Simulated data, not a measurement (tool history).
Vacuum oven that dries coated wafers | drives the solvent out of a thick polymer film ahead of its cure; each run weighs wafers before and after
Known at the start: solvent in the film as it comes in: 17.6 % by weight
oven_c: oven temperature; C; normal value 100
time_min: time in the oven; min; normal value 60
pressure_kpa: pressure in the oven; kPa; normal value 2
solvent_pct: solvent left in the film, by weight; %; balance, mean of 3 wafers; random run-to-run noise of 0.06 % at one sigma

run	hour	oven_c	time_min	pressure_kpa	solvent_pct
1	0	100	60	2	3.26
2	17	95	60	2	4.42
3	33.9	95	60	2	4.39
4	48.7	95	60	2	4.36
5	64.5	100	60	2	3.23
6	75.1	100	60	2	3.21
7	90.2	100	60	2	3.42
8	100.1	100	60	2	3.32
9	107.8	100	60	2	3.23
10	119.2	100	60	2	3.28
11	134.8	100	60	1.8	3.14
12	144.7	100	60	2.82	3.89
13	162.3	100	60	4.43	5.42
14	173	92	55	1.02	4.63
15	190.5	98	60	2	3.74
16	203.8	98	60	2	3.83
17	219.1	100	54	2	3.64
18	228.6	100	60	7.4	7.87
19	245.8	102	99	2	1.88
20	261	106	99	4.91	3.78
21	275.8	106	99	4.91	3.84
22	293.2	100	60	5.12	5.99
23	310.5	100	60	2	3.34
24	321.3	100	60	2	3.33
25	340	100	60	2	3.27

Each row is a separate what-if for the run after 25, all from the same tool condition, not one after another. Results?
A	352.7	91	86	2	?
B	352.7	114	40	2	?
C	352.7	97	60	7.74	?
D	352.7	100	56	2	?
E	352.7	112	60	5.09	?

run	solvent_pct
A	4.21
B	1.99
C	9.21
D	3.64
E	3.35
The same runs, with their run-to-run variation unchanged, on a tool lacking any hidden condition would have given:
run	solvent_pct
A	4.19
B	1.98
C	9.19
D	3.63
E	3.35
